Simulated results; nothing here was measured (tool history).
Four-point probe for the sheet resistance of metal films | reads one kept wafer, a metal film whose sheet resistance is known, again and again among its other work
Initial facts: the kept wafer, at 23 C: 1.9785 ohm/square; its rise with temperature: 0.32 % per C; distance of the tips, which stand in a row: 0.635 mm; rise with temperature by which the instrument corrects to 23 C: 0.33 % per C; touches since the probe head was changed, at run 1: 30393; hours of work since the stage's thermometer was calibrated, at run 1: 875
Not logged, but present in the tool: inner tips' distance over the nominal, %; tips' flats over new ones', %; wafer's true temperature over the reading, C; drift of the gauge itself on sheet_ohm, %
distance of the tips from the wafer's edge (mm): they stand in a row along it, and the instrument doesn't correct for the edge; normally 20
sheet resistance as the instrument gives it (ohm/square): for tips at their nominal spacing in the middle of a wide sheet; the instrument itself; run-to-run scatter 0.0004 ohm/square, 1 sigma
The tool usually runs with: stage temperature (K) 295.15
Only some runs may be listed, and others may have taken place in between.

| run | hour | stage temperature (K) | distance of the tips from the wafer's edge (mm) | touches since the probe head was changed | hours of work since the stage's thermometer was calibrated | sheet resistance as the instrument gives it (ohm/square) |
|---|---|---|---|---|---|---|
| 1 | 0.0 | 295.15 | 20 | 30393 | 875 | 1.973524 |
| 2 | 49.0 | 301.15 | 20 | 31117 | 904 | 1.972731 |
| 3 | 118.7 | 295.15 | 20 | 32149 | 945 | 1.973007 |
| 4 | 166.9 | 295.15 | 20 | 32861 | 973 | 1.972826 |
| 5 | 225.5 | 295.15 | 20 | 33727 | 1008 | 1.972470 |
| 6 | 270.8 | 295.15 | 20 | 34398 | 1034 | 1.972312 |
| 7 | 332.9 | 295.15 | 20 | 35315 | 1071 | 1.972194 |
|  | 339.9 | stage's thermometer calibrated |
| 8 | 374.5 | 306.15 | 29 | 35924 | 20 | 1.970482 |
| 9 | 417.2 | 306.15 | 29 | 36554 | 45 | 1.970197 |
| 10 | 488.0 | 302.15 | 3 | 37601 | 87 | 2.016680 |
|  | 508.3 | stage's thermometer calibrated, once more |
| 11 | 556.5 | 300.15 | 18 | 38607 | 28 | 1.968202 |

Forecast each of these 3 alternatives for the next run:
| A | 616.7 | 302.15 | 32 | 39497 | 64 | ? |
| B | 616.7 | 300.15 | 10 | 39497 | 64 | ? |
| C | 616.7 | 292.15 | 23 | 39497 | 64 | ? |

| run | sheet resistance as the instrument gives it (ohm/square) |
|---|---|
| A | 1.966701 |
| B | 1.970171 |
| C | 1.968175 |
Without the tool's hidden state the same runs would have given:
| run | sheet resistance as the instrument gives it (ohm/square) |
|---|---|
| A | 1.978224 |
| B | 1.981712 |
| C | 1.979699 |
